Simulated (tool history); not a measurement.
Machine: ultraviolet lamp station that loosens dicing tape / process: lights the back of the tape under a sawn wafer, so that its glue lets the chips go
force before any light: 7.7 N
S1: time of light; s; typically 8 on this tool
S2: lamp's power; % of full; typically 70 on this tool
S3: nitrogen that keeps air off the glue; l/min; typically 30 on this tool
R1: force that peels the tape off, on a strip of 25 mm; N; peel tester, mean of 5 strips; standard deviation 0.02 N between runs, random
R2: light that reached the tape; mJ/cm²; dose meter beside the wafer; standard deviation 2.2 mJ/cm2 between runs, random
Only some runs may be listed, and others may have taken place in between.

| run | hour | S1 | S2 | S3 | R1 | R2 |
|---|---|---|---|---|---|---|
| 1 | 0 | 8 | 70 | 30 | 1.257 | 172 |
| 2 | 37 | 8 | 70 | 30 | 1.24 | 172 |
| 3 | 73.3 | 8 | 70 | 30 | 1.228 | 163 |
| 4 | 104.5 | 8 | 70 | 30 | 1.23 | 169 |
| 5 | 148.7 | 8 | 70 | 30 | 1.26 | 170 |
| 6 | 187.9 | 8 | 70 | 30 | 1.307 | 164 |
| 7 | 220.7 | 8 | 70 | 30 | 1.264 | 167 |
|  | 247.1 | window cleaned of glue's vapour |
| 8 | 261.2 | 12 | 70 | 30 | 0.538 | 271 |
| 9 | 287.8 | 8 | 70 | 30 | 1.122 | 180 |
| 10 | 309.3 | 8 | 70 | 30 | 1.116 | 177 |
| 11 | 335.3 | 8 | 70 | 30 | 1.114 | 182 |
| 12 | 372.6 | 8 | 70 | 30 | 1.136 | 179 |
| 13 | 404.7 | 8 | 70 | 30 | 1.141 | 177 |
| 14 | 432.5 | 8 | 70 | 33 | 1.107 | 174 |
| 15 | 459.7 | 15 | 70 | 30 | 0.386 | 325 |
| 16 | 493.4 | 8 | 70 | 30 | 1.191 | 177 |
| 17 | 517.9 | 8 | 70 | 30 | 1.207 | 175 |
| 18 | 537.2 | 8 | 70 | 30 | 1.273 | 174 |
| 19 | 578.9 | 5 | 70 | 19 | 2.757 | 105 |
| 20 | 598.8 | 5 | 79 | 31 | 1.966 | 120 |
| 21 | 643 | 5 | 68 | 31 | 2.437 | 101 |
| 22 | 683.8 | 5 | 63 | 30 | 2.656 | 93 |
| 23 | 712.5 | 5 | 63 | 30 | 2.722 | 94 |
| 24 | 740 | 7 | 70 | 10 | 2.439 | 144 |
| 25 | 766.2 | 8 | 94 | 27 | 0.8 | 217 |
| 26 | 787.3 | 8 | 94 | 27 | 0.858 | 215 |
| 27 | 810.6 | 6 | 64 | 27 | 2.298 | 109 |
| 28 | 848.9 | 5 | 69 | 27 | 2.615 | 97 |
| 29 | 867.1 | 4 | 65 | 53 | 2.813 | 71 |

Estimate the outcome of run 30 from the log above:
| 30 | 886.8 | 11 | 64 | 33 | ? | ? |

R1: 0.891 N
R2: 195 mJ/cm²
With the hidden condition absent and the run-to-run variation left alone, this run would have shown R1 0.599 N, R2 244 mJ/cm².
